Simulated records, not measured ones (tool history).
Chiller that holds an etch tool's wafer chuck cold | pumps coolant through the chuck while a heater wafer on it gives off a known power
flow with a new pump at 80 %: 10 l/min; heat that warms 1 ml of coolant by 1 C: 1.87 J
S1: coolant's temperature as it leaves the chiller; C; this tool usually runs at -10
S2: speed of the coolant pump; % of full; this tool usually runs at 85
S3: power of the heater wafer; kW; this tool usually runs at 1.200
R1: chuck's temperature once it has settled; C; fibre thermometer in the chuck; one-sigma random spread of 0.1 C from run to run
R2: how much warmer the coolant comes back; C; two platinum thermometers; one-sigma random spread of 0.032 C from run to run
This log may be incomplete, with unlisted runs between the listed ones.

run    hour   S1  S2     S3     R1    R2
  1     0.0  -10  85  1.200    2.1  3.89
  2   102.5  -10  85  1.200    2.1  3.98
  3   161.3  -10  85  1.200    2.1  3.91
  4   260.3  -10  85  1.200    2.2  3.96
  5   359.3  -10  85  1.200    2.3  3.90
      434.4  -- coolant changed, channels flushed
  6   441.2  -10  85  1.200    0.3  3.98
  7   546.6  -18  85  1.200   -7.4  3.97
  8   635.3  -18  85  1.200   -7.7  4.04
  9   743.2  -18  85  1.200   -7.4  4.05
 10   834.4  -18  85  0.698  -11.7  2.37
 11   915.3  -18  85  0.698  -11.7  2.34
 12  1027.9  -18  85  0.698  -11.7  2.39
 13  1090.9  -10  85  1.706    5.4  5.86
 14  1180.8  -10  85  1.200    1.0  4.02
 15  1260.1  -10  85  1.200    1.0  4.14
 16  1313.6  -10  85  1.232    1.4  4.24
 17  1390.3  -16  85  1.200   -5.1  4.13
     1459.6  -- chiller's thermometer calibrated
 18  1496.3   -1  94  1.657   13.0  5.17
 19  1563.6  -10  69  0.606   -3.7  2.60
 20  1654.5  -10  69  0.606   -3.6  2.58
 21  1737.6  -10  76  0.905   -1.0  3.51
 22  1793.5   -8  90  1.232    3.1  4.08
 23  1862.2   -8  90  1.232    3.1  4.04
 24  1937.3  -19  85  1.200   -7.7  4.19
 25  2031.3  -12  89  0.708   -5.5  2.42
 26  2126.3  -20  89  0.827  -12.3  2.79
 27  2200.2  -10  80  1.200    2.0  4.47
 28  2291.6  -10  63  1.200    4.1  5.80

Expected results for the next run?
 29  2397.6  -10  63  1.200   ?   ?

{"run 29": {"R1": 4.2, "R2": 5.86}}
If the tool had no hidden condition, the same run with the same run-to-run variation would have returned R1 1.7 C, R2 4.91 C.
